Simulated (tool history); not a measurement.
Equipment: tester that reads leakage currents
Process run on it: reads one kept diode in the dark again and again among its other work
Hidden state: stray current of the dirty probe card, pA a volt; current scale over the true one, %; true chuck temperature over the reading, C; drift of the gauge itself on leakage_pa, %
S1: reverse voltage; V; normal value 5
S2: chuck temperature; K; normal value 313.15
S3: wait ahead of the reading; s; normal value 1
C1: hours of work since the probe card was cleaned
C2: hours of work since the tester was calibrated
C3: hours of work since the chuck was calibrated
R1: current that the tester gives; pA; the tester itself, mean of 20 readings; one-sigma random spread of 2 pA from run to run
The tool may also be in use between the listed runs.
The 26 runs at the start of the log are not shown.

| run | day | S1 | S2 | S3 | C1 | C2 | C3 | R1 |
|---|---|---|---|---|---|---|---|---|
| 27 | 177.517 | 1.06 | 298.15 | 1 | 2174 | 937 | 1214 | 82.57 |
| 28 | 184.371 | 3.49 | 299.15 | 2.25 | 2272 | 1036 | 1312 | 137.24 |
| 29 | 192.488 | 2.79 | 301.15 | 2.5 | 2389 | 1153 | 1429 | 151.14 |
| 30 | 196.604 | 8.55 | 313.15 | 0.42 | 2448 | 1212 | 1488 | 684.92 |
| 31 | 200.75 | 19.02 | 299.15 | 5.97 | 2508 | 1272 | 1548 | 251.63 |
| 32 | 205.558 | 19.02 | 299.15 | 5.97 | 2577 | 1341 | 1617 | 248.57 |
|  | 212.329 | probe card cleaned and baked |
| 33 | 214.879 | 1.99 | 297.15 | 0.6 | 37 | 1473 | 1750 | 87.19 |
| 34 | 221.079 | 1.99 | 297.15 | 0.6 | 126 | 1562 | 1839 | 86.28 |
|  | 227.6 | chuck's temperature calibrated |
| 35 | 230.125 | 1.99 | 297.15 | 0.6 | 255 | 1691 | 36 | 108.66 |
| 36 | 237.829 | 9.52 | 320.15 | 0.8 | 366 | 1802 | 147 | 1510.62 |
| 37 | 244.783 | 9.52 | 320.15 | 0.8 | 466 | 1902 | 247 | 1491.09 |
| 38 | 253.758 | 2.98 | 313.15 | 0.41 | 595 | 2032 | 376 | 535.28 |

Consider 4 possible next runs. They are alternatives, not a sequence: every one starts from the tool as it was left by run 38. What does each give?
| A | 258.867 | 8.54 | 314.15 | 1.9 | 669 | 2105 | 450 | ? |
| B | 258.867 | 5.68 | 306.15 | 7.34 | 669 | 2105 | 450 | ? |
| C | 258.867 | 5 | 306.15 | 1.13 | 669 | 2105 | 450 | ? |
| D | 258.867 | 2.98 | 294.15 | 1.31 | 669 | 2105 | 450 | ? |

| run | R1 |
|---|---|
| A | 832.34 |
| B | 351.4 |
| C | 335.75 |
| D | 88.29 |
The same runs, with their run-to-run variation unchanged, on a tool lacking any hidden condition would have given:
| run | R1 |
|---|---|
| A | 856.9 |
| B | 362.16 |
| C | 346.07 |
| D | 90.99 |
